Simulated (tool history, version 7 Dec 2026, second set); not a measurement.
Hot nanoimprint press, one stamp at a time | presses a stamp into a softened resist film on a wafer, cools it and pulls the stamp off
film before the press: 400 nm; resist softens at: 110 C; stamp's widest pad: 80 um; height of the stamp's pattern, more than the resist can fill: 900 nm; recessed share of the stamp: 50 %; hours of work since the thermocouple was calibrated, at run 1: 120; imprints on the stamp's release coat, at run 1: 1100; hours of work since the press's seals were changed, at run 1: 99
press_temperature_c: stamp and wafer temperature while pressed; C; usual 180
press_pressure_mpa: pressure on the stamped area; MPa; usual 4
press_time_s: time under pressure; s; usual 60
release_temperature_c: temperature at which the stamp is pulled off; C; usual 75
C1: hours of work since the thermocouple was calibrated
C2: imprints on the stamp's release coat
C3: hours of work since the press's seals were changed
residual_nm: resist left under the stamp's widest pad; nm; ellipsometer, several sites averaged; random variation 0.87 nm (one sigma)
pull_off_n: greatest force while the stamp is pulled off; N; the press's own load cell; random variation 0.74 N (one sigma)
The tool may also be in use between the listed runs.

run 1 hour=0 | press_temperature_c=180 press_pressure_mpa=4 press_time_s=60 release_temperature_c=75 | C1=120 C2=1100 C3=99 | residual_nm=226.4 pull_off_n=109.9
run 2 hour=7.2 | press_temperature_c=180 press_pressure_mpa=4 press_time_s=60 release_temperature_c=75 | C1=125 C2=1127 C3=104 | residual_nm=224.5 pull_off_n=110.4
run 3 hour=13.8 | press_temperature_c=180 press_pressure_mpa=4 press_time_s=60 release_temperature_c=75 | C1=130 C2=1151 C3=108 | residual_nm=226.8 pull_off_n=109.8
run 4 hour=18.6 | press_temperature_c=180 press_pressure_mpa=4 press_time_s=60 release_temperature_c=75 | C1=133 C2=1169 C3=111 | residual_nm=226.3 pull_off_n=109.4
run 5 hour=25.8 | press_temperature_c=180 press_pressure_mpa=4 press_time_s=60 release_temperature_c=75 | C1=138 C2=1195 C3=116 | residual_nm=225.8 pull_off_n=110.2
run 6 hour=34.4 | press_temperature_c=180 press_pressure_mpa=4 press_time_s=60 release_temperature_c=75 | C1=144 C2=1227 C3=122 | residual_nm=225.1 pull_off_n=109.9
run 7 hour=44.8 | press_temperature_c=180 press_pressure_mpa=4 press_time_s=60 release_temperature_c=73 | C1=151 C2=1266 C3=130 | residual_nm=225.8 pull_off_n=114.4
run 8 hour=55.9 | press_temperature_c=180 press_pressure_mpa=4 press_time_s=60 release_temperature_c=73 | C1=159 C2=1307 C3=137 | residual_nm=226 pull_off_n=114.3
run 9 hour=61.7 | press_temperature_c=180 press_pressure_mpa=4 press_time_s=60 release_temperature_c=73 | C1=163 C2=1328 C3=141 | residual_nm=224.6 pull_off_n=114.8
run 10 hour=71 | press_temperature_c=180 press_pressure_mpa=4 press_time_s=60 release_temperature_c=73 | C1=169 C2=1363 C3=148 | residual_nm=225.8 pull_off_n=114.1
run 11 hour=79.3 | press_temperature_c=180 press_pressure_mpa=4 press_time_s=60 release_temperature_c=73 | C1=175 C2=1393 C3=154 | residual_nm=226.6 pull_off_n=114.3
run 12 hour=85.2 | press_temperature_c=180 press_pressure_mpa=4 press_time_s=60 release_temperature_c=75 | C1=179 C2=1415 C3=158 | residual_nm=226 pull_off_n=110
run 13 hour=93 | press_temperature_c=180 press_pressure_mpa=4 press_time_s=60 release_temperature_c=75 | C1=185 C2=1444 C3=163 | residual_nm=225.7 pull_off_n=109.8
run 14 hour=103.2 | press_temperature_c=180 press_pressure_mpa=2.89 press_time_s=60 release_temperature_c=75 | C1=192 C2=1482 C3=170 | residual_nm=254 pull_off_n=110.6
run 15 hour=109.4 | press_temperature_c=180 press_pressure_mpa=2.89 press_time_s=60 release_temperature_c=75 | C1=196 C2=1504 C3=175 | residual_nm=256.9 pull_off_n=109.6
-- hour=119.7 stamp cleaned and given a new release coat
run 16 hour=125.1 | press_temperature_c=180 press_pressure_mpa=2.89 press_time_s=54 release_temperature_c=74 | C1=203 C2=20 C3=181 | residual_nm=261.8 pull_off_n=111.7
run 17 hour=132.6 | press_temperature_c=178 press_pressure_mpa=4.15 press_time_s=39 release_temperature_c=62 | C1=208 C2=48 C3=187 | residual_nm=270.2 pull_off_n=140.5
run 18 hour=139.8 | press_temperature_c=172 press_pressure_mpa=4 press_time_s=60 release_temperature_c=79 | C1=213 C2=75 C3=191 | residual_nm=296.7 pull_off_n=100.9
run 19 hour=145.4 | press_temperature_c=180 press_pressure_mpa=4.14 press_time_s=60 release_temperature_c=80 | C1=217 C2=96 C3=195 | residual_nm=222.6 pull_off_n=98.5
run 20 hour=151.9 | press_temperature_c=183 press_pressure_mpa=4.14 press_time_s=52 release_temperature_c=80 | C1=221 C2=120 C3=200 | residual_nm=209 pull_off_n=99.1
run 21 hour=160.5 | press_temperature_c=183 press_pressure_mpa=4.14 press_time_s=52 release_temperature_c=80 | C1=227 C2=151 C3=206 | residual_nm=206.8 pull_off_n=98.3
run 22 hour=167.8 | press_temperature_c=179 press_pressure_mpa=4.63 press_time_s=104 release_temperature_c=80 | C1=233 C2=178 C3=211 | residual_nm=183.8 pull_off_n=97.8
run 23 hour=178.3 | press_temperature_c=174 press_pressure_mpa=4 press_time_s=74 release_temperature_c=75 | C1=240 C2=217 C3=218 | residual_nm=264.7 pull_off_n=110.2
run 24 hour=188.5 | press_temperature_c=174 press_pressure_mpa=4 press_time_s=74 release_temperature_c=75 | C1=247 C2=255 C3=225 | residual_nm=265 pull_off_n=109.1
run 25 hour=194.2 | press_temperature_c=174 press_pressure_mpa=4 press_time_s=74 release_temperature_c=75 | C1=251 C2=276 C3=229 | residual_nm=266.5 pull_off_n=109.2
run 26 hour=203 | press_temperature_c=186 press_pressure_mpa=3.98 press_time_s=32 release_temperature_c=75 | C1=257 C2=309 C3=235 | residual_nm=221.4 pull_off_n=109.7
run 27 hour=212.6 | press_temperature_c=180 press_pressure_mpa=4.45 press_time_s=59 release_temperature_c=75 | C1=264 C2=344 C3=242 | residual_nm=216.7 pull_off_n=110
run 28 hour=223.1 | press_temperature_c=168 press_pressure_mpa=4.33 press_time_s=78 release_temperature_c=71 | C1=271 C2=383 C3=249 | residual_nm=307.8 pull_off_n=119.2
run 29 hour=228.1 | press_temperature_c=168 press_pressure_mpa=4.33 press_time_s=78 release_temperature_c=71 | C1=274 C2=401 C3=253 | residual_nm=308.6 pull_off_n=118.1
run 30 hour=233 | press_temperature_c=180 press_pressure_mpa=5.32 press_time_s=60 release_temperature_c=75 | C1=278 C2=419 C3=256 | residual_nm=202.1 pull_off_n=109.6

How the hidden state differs across the entries between the runs, from the last listed run before each to the first after it:
Between runs 15 and 16: stamp cleaned and given a new release coat (hour 119.7)
  grip of the stamp's worn release coat, % over a new coat's: 0.2 -> 0
